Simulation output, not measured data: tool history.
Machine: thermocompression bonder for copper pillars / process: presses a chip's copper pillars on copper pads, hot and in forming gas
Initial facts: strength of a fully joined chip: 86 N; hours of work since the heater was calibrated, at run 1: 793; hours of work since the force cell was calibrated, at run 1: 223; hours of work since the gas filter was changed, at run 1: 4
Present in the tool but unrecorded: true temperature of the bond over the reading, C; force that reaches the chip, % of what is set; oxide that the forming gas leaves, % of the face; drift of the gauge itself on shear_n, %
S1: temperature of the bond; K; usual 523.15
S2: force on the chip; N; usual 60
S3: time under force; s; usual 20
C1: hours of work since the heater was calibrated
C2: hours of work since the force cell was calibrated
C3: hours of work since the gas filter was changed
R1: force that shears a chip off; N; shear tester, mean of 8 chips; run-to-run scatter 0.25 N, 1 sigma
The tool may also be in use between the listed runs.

run	hour	S1	S2	S3	C1	C2	C3	R1
1	0.0	523.15	60	20	793	223	4	40.0
2	27.7	523.15	53	20	814	245	26	35.4
3	77.3	523.15	45	20	853	284	65	30.3
4	113.0	523.15	45	20	881	312	93	29.9
5	157.3	523.15	45	20	915	346	127	30.0
6	188.1	523.15	45	20	939	370	151	30.1
7	211.6	523.15	60	20	958	389	170	40.1
8	249.1	523.15	60	24	987	418	199	43.2
9	294.0	523.15	60	24	1022	453	234	43.2
10	328.5	523.15	60	19	1049	480	261	39.2
# hour 345.7: forming gas filter changed
11	381.2	523.15	60	19	1090	521	28	39.6
12	422.5	523.15	60	19	1122	553	60	39.9
13	454.5	523.15	60	19	1147	578	85	39.2
14	507.1	523.15	60	19	1188	619	126	39.6
15	544.4	523.15	59	20	1217	648	155	39.5
16	582.8	552.15	60	20	1247	678	185	59.4
17	625.0	523.15	60	20	1280	711	218	39.9
18	659.2	523.15	60	20	1307	738	245	40.7
19	685.0	523.15	82	20	1327	758	265	53.1
# hour 694.3: forming gas filter changed
20	738.2	513.15	63	20	1368	799	34	36.0
# hour 786.0: heater calibrated with a thermocouple chip
21	788.1	523.15	89	33	2	836	72	63.9
22	829.2	523.15	89	33	34	868	104	64.0
23	851.1	511.15	45	17	51	885	121	22.4
24	894.2	532.15	49	26	84	919	154	41.3
25	945.6	532.15	49	26	125	959	195	41.8
26	975.3	532.15	49	26	148	982	218	42.3
27	1010.8	541.15	41	23	175	1010	245	39.1
# hour 1046.4: forming gas filter changed
28	1046.4	541.15	90	25	203	1037	0	71.3
29	1096.9	541.15	90	25	242	1077	39	72.0
30	1128.5	541.15	74	56	267	1101	64	74.9
31	1177.5	536.15	41	10	305	1140	102	25.9
32	1228.9	536.15	41	10	345	1180	142	26.0
33	1256.0	496.15	48	13	366	1201	164	15.7
34	1281.5	542.15	65	20	386	1221	183	56.0
35	1312.1	542.15	65	20	410	1245	207	56.1
36	1356.6	542.15	65	20	445	1279	242	56.4

Hidden state at the last listed run before each entry between runs and at the first one after, where it differs:
From run 10 to run 11: forming gas filter changed (hour 345.7)
  oxide that the forming gas leaves, % of the face: 0.6 -> 0.52
From run 19 to run 20: forming gas filter changed (hour 694.3)
  oxide that the forming gas leaves, % of the face: 0.61 -> 0.52
From run 20 to run 21: heater calibrated with a thermocouple chip (hour 786.0)
  true temperature of the bond over the reading, C: 0.2 -> 0; oxide that the forming gas leaves, % of the face: 0.52 -> 0.53
From run 27 to run 28: forming gas filter changed (hour 1046.4)
  oxide that the forming gas leaves, % of the face: 0.6 -> 0.5
